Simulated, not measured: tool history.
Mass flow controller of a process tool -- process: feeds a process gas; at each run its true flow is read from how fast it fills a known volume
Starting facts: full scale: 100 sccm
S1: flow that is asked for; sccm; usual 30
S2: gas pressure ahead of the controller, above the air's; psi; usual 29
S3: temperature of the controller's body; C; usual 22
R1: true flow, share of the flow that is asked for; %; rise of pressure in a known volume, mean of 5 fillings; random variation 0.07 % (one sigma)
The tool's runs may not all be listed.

Run 1, day 0: usual settings. Result: R1 101.64 %.
Run 2, day 15.329: usual settings. Result: R1 102.16 %.
Run 3, day 26.233: usual settings. Result: R1 102.29 %.
Run 4, day 40.967: usual settings but S3 35 C. Result: R1 103.88 %.
Run 5, day 49.896: usual settings but S1 44 sccm. Result: R1 102.1 %.
Run 6, day 62.121: usual settings but S1 44 sccm. Result: R1 102.29 %.
Run 7, day 74.412: usual settings but S1 34 sccm. Result: R1 103.05 %.
Run 8, day 82.088: usual settings but S1 34 sccm. Result: R1 103.16 %.
Run 9, day 93.171: usual settings but S3 38 C. Result: R1 105.14 %.
At day 108.846: controller exchanged for a calibrated one.
Run 10, day 109.133: usual settings but S3 38 C. Result: R1 99.57 %.
Run 11, day 122.504: usual settings. Result: R1 98.3 %.
Run 12, day 129.312: usual settings but S1 21 sccm, S2 26.1 psi, S3 25 C. Result: R1 98.84 %.
At day 130.571: controller's zero set anew.
Run 13, day 143.104: usual settings but S1 34 sccm, S3 24 C. Result: R1 99.32 %.
Run 14, day 156.075: usual settings but S1 34 sccm, S3 24 C. Result: R1 99.47 %.
At day 156.871: controller's zero set anew, once more.
Run 15, day 165.696: usual settings but S1 15 sccm, S2 33.2 psi, S3 24 C. Result: R1 98.34 %.
Run 16, day 172.321: usual settings but S1 15 sccm, S2 33.2 psi, S3 24 C. Result: R1 98.54 %.
Run 17, day 186.721: usual settings but S1 15 sccm, S2 25.2 psi, S3 32 C. Result: R1 99.76 %.
Run 18, day 198.033: usual settings but S1 15 sccm, S2 25.2 psi, S3 37 C. Result: R1 100.64 %.
Run 19, day 207.933: usual settings but S1 80 sccm, S2 30.6 psi. Result: R1 99.7 %.
Run 20, day 221.479: usual settings but S1 20 sccm, S2 29.4 psi, S3 24 C. Result: R1 100.16 %.
Run 21, day 228.004: usual settings but S1 20 sccm, S2 29.4 psi, S3 24 C. Result: R1 100.23 %.

For run 22, what comes out?
Run 22, day 238.958: usual settings but S1 24 sccm, S2 21.3 psi, S3 21 C. Result: R1 ?.

R1: 99.96 %
Were there no unlogged condition in the tool, this run, its random variation unchanged, would have produced R1 97.75 %.

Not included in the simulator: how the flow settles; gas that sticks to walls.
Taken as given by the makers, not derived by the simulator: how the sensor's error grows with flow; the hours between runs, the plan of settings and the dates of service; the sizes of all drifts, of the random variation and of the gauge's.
